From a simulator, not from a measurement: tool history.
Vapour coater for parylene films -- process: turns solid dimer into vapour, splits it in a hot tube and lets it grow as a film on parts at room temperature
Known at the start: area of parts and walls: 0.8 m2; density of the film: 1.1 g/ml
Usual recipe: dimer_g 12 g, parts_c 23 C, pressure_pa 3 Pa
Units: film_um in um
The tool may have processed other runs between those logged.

run	hour	dimer_g	parts_c	pressure_pa	film_um
1	0	12	23	3	6.07
2	28.2	12	23	3	6.06
3	58	12	23	3	6.09
4	80.8	12	15	3	7.22
5	108.1	12	15	3	7.21
6	138.1	12	15	3	7.08
7	161.6	12	15	3	7.06
8	177.7	12	15	3	7
9	206.2	12	18	3	6.47
10	235.6	12	18	3	6.52
11	268.4	12	23	3	5.66
# hour 297.1: trap's valve overhauled
12	298.8	12	23	3	6.53
13	333.2	5	23	3	2.65
14	356.7	5	23	3	2.72
15	372.6	12	23	3	6.47
16	406.3	12	23	3	6.38
17	437.2	12	23	3	6.28
18	461.4	10	23	3	5.26
19	478.3	12	26	3	5.81
20	501	12	23	3	6.2
21	526	12	23	3	6.29
22	559.6	12	23	3	6.21
23	592.3	12	17	3	7.03
24	616.2	12	23	3	6.1
25	650.6	15	17	10.31	7.79
26	666.5	8	17	3.13	4.56
27	687	15	16	2.06	9.05
28	721.9	11	17	8.14	5.63
29	757	11	17	8.14	5.67
30	783.4	11	17	8.14	5.68
31	811.2	19	20	3	9.79
32	827.9	18	19	3.96	9.07
33	845.8	16	19	2.35	8.56
34	862.3	10	21	8.8	4.51
35	882.6	10	21	8.8	4.49
# hour 910: trap's valve overhauled
36	923.8	8	23	3	4.45
37	959.1	8	23	3	4.27
38	976.9	15	23	3	8.07
39	994.4	15	23	3	8.05
40	1030.6	12	23	10.94	5.62
41	1046.1	16	24	9.36	7.39
42	1074.7	16	24	9.36	7.49
43	1102.7	16	24	9.36	7.35
44	1120.9	16	24	9.36	7.42
45	1150.9	14	21	3	7.41
46	1180.5	14	21	3	7.43
47	1210.9	14	21	3	7.51

3 options for the next run, each taken on its own from the tool as it stands now. Forecast them:
A	1239.7	13	23	3	?
B	1239.7	16	21	3	?
C	1239.7	22	18	3.95	?

run	film_um
A	6.53
B	8.5
C	11.91
Had the tool no hidden state, the same runs would have come out as:
run	film_um
A	7.16
B	9.31
C	13.06

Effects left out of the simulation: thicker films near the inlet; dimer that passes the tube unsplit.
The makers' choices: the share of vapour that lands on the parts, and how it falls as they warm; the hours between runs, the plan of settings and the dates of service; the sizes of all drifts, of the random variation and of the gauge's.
